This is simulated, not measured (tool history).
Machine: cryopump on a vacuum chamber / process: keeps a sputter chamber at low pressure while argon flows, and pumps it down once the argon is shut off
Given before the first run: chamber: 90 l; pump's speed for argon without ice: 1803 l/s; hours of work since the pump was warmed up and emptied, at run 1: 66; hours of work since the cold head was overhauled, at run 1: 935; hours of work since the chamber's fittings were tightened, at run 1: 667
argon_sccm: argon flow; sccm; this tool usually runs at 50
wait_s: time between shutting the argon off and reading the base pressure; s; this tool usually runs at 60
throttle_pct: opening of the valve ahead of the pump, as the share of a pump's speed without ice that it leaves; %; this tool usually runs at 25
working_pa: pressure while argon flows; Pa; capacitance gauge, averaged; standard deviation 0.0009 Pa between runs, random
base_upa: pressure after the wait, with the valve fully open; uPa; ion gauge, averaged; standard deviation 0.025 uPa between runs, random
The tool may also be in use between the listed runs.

| run | hour | argon_sccm | wait_s | throttle_pct | hours of work since the pump was warmed up and emptied | hours of work since the cold head was overhauled | hours of work since the chamber's fittings were tightened | working_pa | base_upa |
|---|---|---|---|---|---|---|---|---|---|
| 1 | 0.0 | 50 | 60 | 25 | 66 | 935 | 667 | 0.1893 | 1.44 |
| 2 | 33.6 | 50 | 60 | 25 | 87 | 956 | 687 | 0.1868 | 1.43 |
| 3 | 90.4 | 50 | 60 | 25 | 122 | 991 | 722 | 0.1901 | 1.48 |
| 4 | 130.9 | 50 | 27 | 25 | 147 | 1016 | 747 | 0.1884 | 2.46 |
| 5 | 163.4 | 50 | 27 | 25 | 167 | 1036 | 767 | 0.1883 | 2.47 |
| 6 | 200.3 | 50 | 27 | 25 | 189 | 1058 | 790 | 0.1899 | 2.54 |
| 7 | 256.6 | 50 | 27 | 25 | 224 | 1093 | 824 | 0.1904 | 2.53 |
| 8 | 294.2 | 47 | 39 | 58 | 247 | 1116 | 847 | 0.0794 | 1.99 |
| 9 | 322.2 | 21 | 31 | 58 | 264 | 1133 | 865 | 0.0355 | 2.25 |
| 10 | 374.0 | 21 | 31 | 58 | 296 | 1165 | 897 | 0.0363 | 2.33 |
| 11 | 427.8 | 21 | 31 | 58 | 329 | 1198 | 930 | 0.0356 | 2.36 |

Forecast each of these 5 alternatives for the next run:
| A | 472.6 | 25 | 164 | 17 | 357 | 1226 | 957 | ? | ? |
| B | 472.6 | 50 | 114 | 25 | 357 | 1226 | 957 | ? | ? |
| C | 472.6 | 31 | 111 | 23 | 357 | 1226 | 957 | ? | ? |
| D | 472.6 | 21 | 49 | 15 | 357 | 1226 | 957 | ? | ? |
| E | 472.6 | 86 | 23 | 37 | 357 | 1226 | 957 | ? | ? |

| run | working_pa | base_upa |
|---|---|---|
| A | 0.1408 | 1.15 |
| B | 0.1909 | 1.29 |
| C | 0.1291 | 1.30 |
| D | 0.1321 | 1.86 |
| E | 0.2248 | 3.04 |
The same runs, with their run-to-run variation unchanged, on a tool lacking any hidden condition would have given:
| run | working_pa | base_upa |
|---|---|---|
| A | 0.1388 | 0.48 |
| B | 0.1868 | 0.59 |
| C | 0.1265 | 0.62 |
| D | 0.1304 | 1.17 |
| E | 0.2178 | 2.34 |
